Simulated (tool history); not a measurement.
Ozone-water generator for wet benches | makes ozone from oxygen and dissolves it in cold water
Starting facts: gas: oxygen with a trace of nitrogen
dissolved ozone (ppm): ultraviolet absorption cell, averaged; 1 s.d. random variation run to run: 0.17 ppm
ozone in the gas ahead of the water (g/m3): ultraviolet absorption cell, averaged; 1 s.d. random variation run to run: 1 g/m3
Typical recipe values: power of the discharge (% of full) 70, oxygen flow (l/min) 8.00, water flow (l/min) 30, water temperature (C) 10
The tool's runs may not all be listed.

run,hour,power of the discharge (% of full),oxygen flow (l/min),water flow (l/min),water temperature (C),dissolved ozone (ppm),ozone in the gas ahead of the water (g/m3)
1,0.0,70,8.00,30,10,23.7,172.1
2,41.1,70,5.56,30,10,23.5,218.2
3,85.4,70,8.00,30,10,23.7,173.1
4,110.2,85,8.00,30,10,28.1,207.2
5,136.0,85,8.00,30,10,28.4,204.3
6,183.4,85,8.00,30,10,28.5,206.4
7,231.2,70,8.00,30,10,23.6,172.8
8,272.9,70,8.00,30,10,23.6,174.7
9,311.3,49,8.53,44,7,13.1,120.0
10,355.8,70,5.92,30,9,23.9,210.8
11,404.0,70,8.00,30,8,24.4,174.7
12,430.3,70,8.00,30,8,24.1,173.6
13,465.5,70,8.00,30,14,22.6,173.8
14,515.6,49,8.00,30,14,16.2,124.6
15,540.9,70,7.03,43,6,18.6,190.6
16,574.6,70,7.72,43,6,18.5,179.7

4 ways to go on from here, each from the tool as it stands after run 16. What would each give?
A,605.4,41,7.72,43,6,?,?
B,605.4,70,7.72,31,6,?,?
C,605.4,41,5.83,43,5,?,?
D,605.4,70,12.78,44,6,?,?

run,dissolved ozone (ppm),ozone in the gas ahead of the water (g/m3)
A,11.5,108.8
B,24.3,176.4
C,11.1,131.6
D,18.7,129.2
Without the tool's unlogged condition, the same runs would have read:
run,dissolved ozone (ppm),ozone in the gas ahead of the water (g/m3)
A,11.5,107.3
B,24.3,174.1
C,11.1,129.9
D,18.7,127.5

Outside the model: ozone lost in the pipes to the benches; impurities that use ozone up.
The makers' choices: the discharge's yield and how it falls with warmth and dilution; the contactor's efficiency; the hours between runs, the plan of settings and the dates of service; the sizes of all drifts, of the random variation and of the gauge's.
